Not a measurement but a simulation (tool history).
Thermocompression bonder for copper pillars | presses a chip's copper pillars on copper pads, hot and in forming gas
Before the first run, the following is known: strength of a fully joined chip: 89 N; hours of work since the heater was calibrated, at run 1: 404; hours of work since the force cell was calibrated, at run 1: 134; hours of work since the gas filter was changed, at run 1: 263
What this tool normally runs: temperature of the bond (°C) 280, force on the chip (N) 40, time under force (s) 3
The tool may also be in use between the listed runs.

run  hour  temperature of the bond (°C)  force on the chip (N)  time under force (s)  hours of work since the heater was calibrated  hours of work since the force cell was calibrated  hours of work since the gas filter was changed  force that shears a chip off (N)
  1     0                           280                     40                     3                                            404                                                134                                             263                              52.9
  2   8.6                           280                     40                     3                                            408                                                138                                             267                              52.2
  3  15.2                           280                     40                     3                                            411                                                141                                             270                              53.9
  4  19.8                           280                     40                     3                                            414                                                143                                             272                              53.5
  5    28                           280                     40                     2                                            417                                                147                                             276                              46.9
  6  35.1                           280                     40                     7                                            421                                                150                                             279                              66.6
  7  40.9                           280                     40                     7                                            423                                                153                                             282                              66.9
  8  48.1                           280                     40                     7                                            427                                                156                                             285                              67.6
  9  53.6                           280                     53                     3                                            429                                                158                                             288                              62.6
 10  59.8                           280                     53                     3                                            432                                                161                                             291                              64.7
 11  65.7                           307                     59                     3                                            435                                                164                                             293                              79.1
 12    71                           307                     59                     3                                            437                                                166                                             296                              78.4

Some steps in force that shears a chip off (N), run to run, broken into two amounts with sign: the step expected even without the hidden condition (settings, incoming material, random variation), and the rest, left for the hidden condition together with whatever gauge scatter is not in both the measured and the hidden-condition-free result:
What the log doesn't record here: true temperature of the bond over the reading, C; force that reaches the chip, % of what is set; oxide that the forming gas leaves, % of the face; drift of the gauge itself on shear_n, %.
Run 5 -> 6: time under force (s) 2 -> 7. force that shears a chip off (N) +19.7: hidden state -0.5, all else +20.2.
Run 10 -> 11: temperature of the bond (°C) 280 -> 307, force on the chip (N) 53 -> 59. force that shears a chip off (N) +14.4: hidden state -1.5, all else +15.9.
